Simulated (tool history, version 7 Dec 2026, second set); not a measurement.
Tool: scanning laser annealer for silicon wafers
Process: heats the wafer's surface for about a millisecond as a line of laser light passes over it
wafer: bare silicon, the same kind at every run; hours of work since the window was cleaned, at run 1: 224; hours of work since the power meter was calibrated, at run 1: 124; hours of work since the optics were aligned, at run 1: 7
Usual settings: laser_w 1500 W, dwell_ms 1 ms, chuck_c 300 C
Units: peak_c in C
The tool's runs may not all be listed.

| run | hour | laser_w | dwell_ms | chuck_c | hours of work since the window was cleaned | hours of work since the power meter was calibrated | hours of work since the optics were aligned | peak_c |
|---|---|---|---|---|---|---|---|---|
| 1 | 0 | 1500 | 1 | 300 | 224 | 124 | 7 | 1081 |
| 2 | 35.7 | 1500 | 1 | 300 | 248 | 149 | 32 | 1075 |
| 3 | 51.6 | 1500 | 1 | 300 | 259 | 160 | 43 | 1076 |
| 4 | 67.2 | 1500 | 1 | 300 | 270 | 170 | 54 | 1075 |
| 5 | 99 | 1500 | 1 | 300 | 292 | 192 | 75 | 1072 |
| 6 | 123.6 | 1435 | 1 | 300 | 309 | 209 | 92 | 1036 |
| 7 | 140 | 1500 | 1 | 300 | 320 | 220 | 104 | 1067 |
| 8 | 156.9 | 1500 | 1 | 300 | 332 | 232 | 115 | 1069 |
| 9 | 185.1 | 1500 | 0.83 | 300 | 351 | 251 | 134 | 1001 |
| 10 | 207.9 | 1500 | 0.83 | 300 | 367 | 267 | 150 | 994 |
| 11 | 232.2 | 1500 | 1 | 338 | 383 | 284 | 167 | 1098 |
|  | 252.2 | window over the wafer cleaned |
| 12 | 252.7 | 1500 | 1 | 300 | 0 | 296 | 179 | 1104 |
| 13 | 289.3 | 1500 | 1 | 300 | 25 | 321 | 205 | 1097 |
| 14 | 318.9 | 1500 | 1 | 298 | 46 | 342 | 225 | 1097 |
| 15 | 351.3 | 1500 | 1 | 298 | 68 | 364 | 247 | 1093 |
| 16 | 382.8 | 1500 | 1 | 298 | 90 | 386 | 269 | 1092 |
| 17 | 405.3 | 1500 | 1 | 298 | 105 | 401 | 284 | 1090 |
| 18 | 423.8 | 1500 | 1.13 | 300 | 118 | 414 | 297 | 1138 |
| 19 | 451.1 | 1500 | 1.13 | 300 | 137 | 433 | 316 | 1135 |
| 20 | 474.6 | 1500 | 0.92 | 300 | 153 | 449 | 332 | 1053 |
| 21 | 499.3 | 1500 | 0.92 | 300 | 170 | 466 | 349 | 1051 |
| 22 | 516.2 | 1580 | 1.23 | 300 | 181 | 477 | 360 | 1207 |
| 23 | 552 | 1580 | 1.23 | 300 | 206 | 502 | 385 | 1202 |
| 24 | 580.7 | 1580 | 1.23 | 300 | 225 | 521 | 405 | 1202 |
| 25 | 610.3 | 1569 | 1 | 300 | 246 | 542 | 425 | 1107 |
| 26 | 630.4 | 1500 | 1.23 | 265 | 260 | 556 | 439 | 1119 |
| 27 | 653.8 | 1500 | 1.03 | 299 | 276 | 572 | 455 | 1079 |
| 28 | 683.4 | 1556 | 0.76 | 262 | 296 | 592 | 475 | 958 |
| 29 | 706.3 | 1556 | 1.16 | 310 | 312 | 608 | 491 | 1161 |
| 30 | 727.8 | 1407 | 0.77 | 300 | 326 | 622 | 506 | 931 |
| 31 | 762.3 | 1407 | 0.77 | 300 | 350 | 646 | 529 | 929 |
| 32 | 791.7 | 1644 | 0.86 | 327 | 370 | 666 | 549 | 1098 |
| 33 | 811.4 | 1590 | 0.9 | 319 | 384 | 680 | 563 | 1079 |
|  | 829.3 | window over the wafer cleaned |
| 34 | 845.3 | 1612 | 0.97 | 293 | 11 | 702 | 585 | 1133 |
| 35 | 877.3 | 1375 | 1.01 | 300 | 33 | 724 | 607 | 1033 |
| 36 | 894 | 1375 | 1.01 | 300 | 44 | 735 | 618 | 1034 |
| 37 | 916.9 | 1518 | 1 | 262 | 60 | 751 | 634 | 1061 |
| 38 | 939.8 | 1597 | 1.12 | 262 | 76 | 767 | 650 | 1145 |
| 39 | 956.1 | 1500 | 1.24 | 331 | 87 | 778 | 661 | 1209 |
| 40 | 978.5 | 1609 | 1.24 | 331 | 102 | 793 | 676 | 1263 |

Forecast each of these 3 alternatives for the next run:
| A | 1007.4 | 1609 | 0.73 | 302 | 122 | 813 | 696 | ? |
| B | 1007.4 | 1544 | 1.15 | 331 | 122 | 813 | 696 | ? |
| C | 1007.4 | 1310 | 0.7 | 312 | 122 | 813 | 696 | ? |

| run | peak_c |
|---|---|
| A | 1026 |
| B | 1192 |
| C | 892 |
Without the tool's hidden state the same runs would have given:
| run | peak_c |
|---|---|
| A | 1048 |
| B | 1218 |
| C | 910 |
